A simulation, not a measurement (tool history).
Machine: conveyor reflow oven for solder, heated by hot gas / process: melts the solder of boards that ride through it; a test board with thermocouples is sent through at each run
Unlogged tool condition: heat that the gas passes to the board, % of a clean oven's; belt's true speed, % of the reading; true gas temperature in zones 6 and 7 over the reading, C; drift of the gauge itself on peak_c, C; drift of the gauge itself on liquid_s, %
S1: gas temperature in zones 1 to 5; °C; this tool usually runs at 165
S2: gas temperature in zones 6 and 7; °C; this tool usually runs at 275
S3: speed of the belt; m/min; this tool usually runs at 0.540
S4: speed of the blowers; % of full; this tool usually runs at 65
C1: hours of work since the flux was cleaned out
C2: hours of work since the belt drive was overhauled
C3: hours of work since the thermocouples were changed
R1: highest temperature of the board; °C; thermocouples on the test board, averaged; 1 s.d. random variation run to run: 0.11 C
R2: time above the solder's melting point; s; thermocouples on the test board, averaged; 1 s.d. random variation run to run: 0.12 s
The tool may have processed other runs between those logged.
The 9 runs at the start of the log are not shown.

run,hour,S1,S2,S3,S4,C1,C2,C3,R1,R2
10,551.2,165,275,0.540,65,99,806,191,252.0,54.3
11,620.7,165,275,0.540,65,146,854,238,251.6,53.6
# hour 670.0: flux residue cleaned out of gas plates and filters
12,685.2,165,269,0.540,65,10,894,279,248.2,51.1
13,769.7,165,275,0.540,65,68,952,337,252.6,54.9
14,822.7,165,275,0.434,65,105,989,374,260.5,77.0
15,884.7,165,273,0.540,65,147,1032,416,250.3,52.8
# hour 933.4: flux residue cleaned out of gas plates and filters
16,953.1,168,267,0.445,59,14,1075,460,252.5,69.6
17,1004.6,175,275,0.643,74,49,1110,495,250.8,46.9
18,1039.7,161,275,0.551,54,73,1135,519,247.3,47.2
19,1081.5,166,285,0.551,85,102,1163,548,265.7,63.2
# hour 1159.9: belt drive overhauled, speed set with a stopwatch
20,1166.6,170,266,0.540,85,158,5,604,249.5,54.2
# hour 1198.5: flux residue cleaned out of gas plates and filters
21,1224.5,170,266,0.540,85,18,41,640,251.6,56.2
22,1258.8,170,266,0.540,85,41,65,664,251.3,56.0
23,1318.9,170,273,0.485,80,83,106,705,259.7,69.2
24,1392.8,172,269,0.610,73,133,157,756,245.7,44.1
# hour 1461.7: flux residue cleaned out of gas plates and filters
25,1481.1,155,278,0.540,54,13,214,813,250.2,48.6
26,1543.6,165,265,0.540,65,56,257,856,245.3,48.0
27,1626.6,173,279,0.469,89,113,314,913,268.1,78.4
28,1684.8,164,275,0.620,68,153,354,953,246.9,41.7
# hour 1725.4: flux residue cleaned out of gas plates and filters
29,1767.9,167,275,0.620,68,29,407,1007,249.9,45.0
# hour 1777.7: thermocouples of zones 6 and 7 changed
30,1830.2,167,275,0.620,68,71,449,36,247.6,43.1

Below are 3 alternative next runs, each starting from the tool's condition after run 30. Predict each:
A,1891.6,167,281,0.645,69,113,491,78,?,?
B,1891.6,165,290,0.624,53,113,491,78,?,?
C,1891.6,152,275,0.487,65,113,491,78,?,?

run,R1,R2
A,250.1,43.3
B,252.0,45.1
C,253.4,57.4
Without the tool's hidden state the same runs would have given:
run,R1,R2
A,251.3,44.1
B,253.1,45.8
C,254.2,58.1
